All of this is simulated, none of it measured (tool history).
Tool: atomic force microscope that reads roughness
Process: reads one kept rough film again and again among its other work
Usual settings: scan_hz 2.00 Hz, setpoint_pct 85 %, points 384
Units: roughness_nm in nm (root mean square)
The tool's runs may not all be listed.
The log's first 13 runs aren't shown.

Run 14, hour 462.9: usual settings. Result: roughness_nm 2.319 nm (root mean square).
Run 15, hour 493.7: usual settings but setpoint_pct 69 %. Result: roughness_nm 2.603 nm (root mean square).
At hour 500.8: new tip fitted.
Run 16, hour 539.3: usual settings. Result: roughness_nm 2.348 nm (root mean square).
Run 17, hour 581.6: usual settings. Result: roughness_nm 2.326 nm (root mean square).
Run 18, hour 623.4: usual settings. Result: roughness_nm 2.307 nm (root mean square).
Run 19, hour 665.1: usual settings but points 710. Result: roughness_nm 2.300 nm (root mean square).
At hour 669.3: new tip fitted.
Run 20, hour 696.8: usual settings. Result: roughness_nm 2.361 nm (root mean square).
Run 21, hour 719.6: usual settings but scan_hz 1.23 Hz, setpoint_pct 76 %, points 794. Result: roughness_nm 2.690 nm (root mean square).
Run 22, hour 763.1: usual settings but scan_hz 2.36 Hz, setpoint_pct 73 %, points 259. Result: roughness_nm 2.486 nm (root mean square).
Run 23, hour 813.0: usual settings but points 462. Result: roughness_nm 2.307 nm (root mean square).
At hour 838.5: new tip fitted.
Run 24, hour 851.3: usual settings but points 462. Result: roughness_nm 2.351 nm (root mean square).
Run 25, hour 871.5: usual settings but scan_hz 1.49 Hz, points 757. Result: roughness_nm 2.462 nm (root mean square).
Run 26, hour 903.7: usual settings but scan_hz 1.49 Hz, points 757. Result: roughness_nm 2.475 nm (root mean square).
Run 27, hour 942.9: usual settings but setpoint_pct 69 %. Result: roughness_nm 2.611 nm (root mean square).
Run 28, hour 973.8: usual settings but setpoint_pct 69 %. Result: roughness_nm 2.618 nm (root mean square).

Run 29 comes next. What will it give?
Run 29, hour 999.3: usual settings but setpoint_pct 69 %. Result: roughness_nm ?.

roughness_nm: 2.594 nm (root mean square)
Without the tool's hidden state the same run would have given roughness_nm 2.707 nm (root mean square).
